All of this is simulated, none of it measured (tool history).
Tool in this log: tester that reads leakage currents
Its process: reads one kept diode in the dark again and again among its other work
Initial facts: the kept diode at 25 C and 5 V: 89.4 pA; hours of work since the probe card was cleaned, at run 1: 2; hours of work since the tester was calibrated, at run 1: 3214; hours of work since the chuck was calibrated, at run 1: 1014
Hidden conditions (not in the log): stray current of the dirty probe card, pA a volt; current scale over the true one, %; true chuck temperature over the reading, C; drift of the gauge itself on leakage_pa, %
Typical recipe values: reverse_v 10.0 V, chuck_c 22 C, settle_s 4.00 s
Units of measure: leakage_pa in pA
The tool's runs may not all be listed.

run,hour,reverse_v,chuck_c,settle_s,hours of work since the probe card was cleaned,hours of work since the tester was calibrated,hours of work since the chuck was calibrated,leakage_pa
1,0.0,10.0,22,4.00,2,3214,1014,97.89
2,120.9,10.0,22,4.00,85,3297,1096,98.51
3,212.6,10.0,22,4.00,147,3359,1158,99.97
4,317.0,14.7,22,4.00,218,3430,1230,121.83
5,452.3,14.7,22,4.00,310,3522,1322,123.49
6,552.9,11.4,22,4.00,379,3591,1390,110.26
7,674.4,11.4,22,4.00,462,3674,1473,111.09
8,748.4,11.4,22,4.00,512,3724,1523,112.12
9,874.9,11.4,22,4.00,598,3810,1609,113.99
# hour 955.5: chuck's temperature calibrated
10,964.7,10.0,29,4.00,658,3870,6,191.80
11,1045.1,10.0,22,4.00,713,3925,61,102.67
12,1170.4,10.0,22,4.00,798,4010,146,103.53
13,1256.3,10.0,22,4.00,856,4068,205,104.58
14,1349.5,14.6,22,4.00,920,4132,268,127.99
15,1454.2,14.6,54,4.00,991,4203,339,1919.74
16,1569.5,14.6,54,2.99,1069,4281,418,1942.91
17,1706.8,14.6,54,2.99,1163,4375,511,1940.80
18,1841.4,14.6,54,2.99,1255,4467,603,1940.68
19,1909.3,10.0,22,1.40,1301,4513,649,111.26
20,2044.6,10.0,30,4.00,1393,4605,741,222.57
21,2166.0,2.6,26,2.87,1475,4687,824,79.48
22,2263.2,2.6,29,2.87,1542,4754,890,104.39
# hour 2325.2: probe card cleaned and baked
23,2393.7,2.6,29,2.87,47,4840,977,100.91
# hour 2406.2: tester calibrated
24,2514.6,10.0,29,1.35,128,74,1058,192.32
25,2626.3,10.0,22,2.81,204,150,1134,100.42
26,2703.2,14.4,32,1.71,256,202,1186,300.31
27,2837.9,14.4,32,1.71,348,294,1278,305.71
28,2919.8,10.8,22,4.00,403,350,1334,107.07
29,3007.1,1.0,34,1.54,463,409,1393,102.65
30,3123.2,1.0,34,1.54,542,488,1472,102.69
31,3201.7,1.0,24,4.09,595,542,1526,41.10
32,3309.9,1.0,24,4.09,669,615,1599,41.33
# hour 3412.8: chuck's temperature calibrated
33,3426.7,9.3,22,1.29,747,693,9,99.76
34,3539.8,9.3,22,1.29,824,770,86,101.29
35,3636.5,10.0,22,5.95,890,836,152,105.25
36,3700.8,13.7,29,4.00,934,880,196,230.65
37,3795.4,13.7,35,4.00,998,944,260,392.02
38,3901.0,6.7,21,3.14,1070,1016,332,80.07
39,4010.8,6.7,21,3.14,1145,1091,407,80.90
40,4147.8,2.5,22,1.29,1238,1184,500,53.67

Here are 3 independent what-if runs from the current tool condition. What would each one return?
A,4260.8,14.5,41,0.46,1315,1261,577,?
B,4260.8,8.7,22,0.82,1315,1261,577,?
C,4260.8,14.7,22,9.21,1315,1261,577,?

run,leakage_pa
A,682.66
B,103.90
C,137.04
Stripped of hidden state, with their random variation kept, the same runs would have yielded:
run,leakage_pa
A,637.89
B,88.16
C,112.08
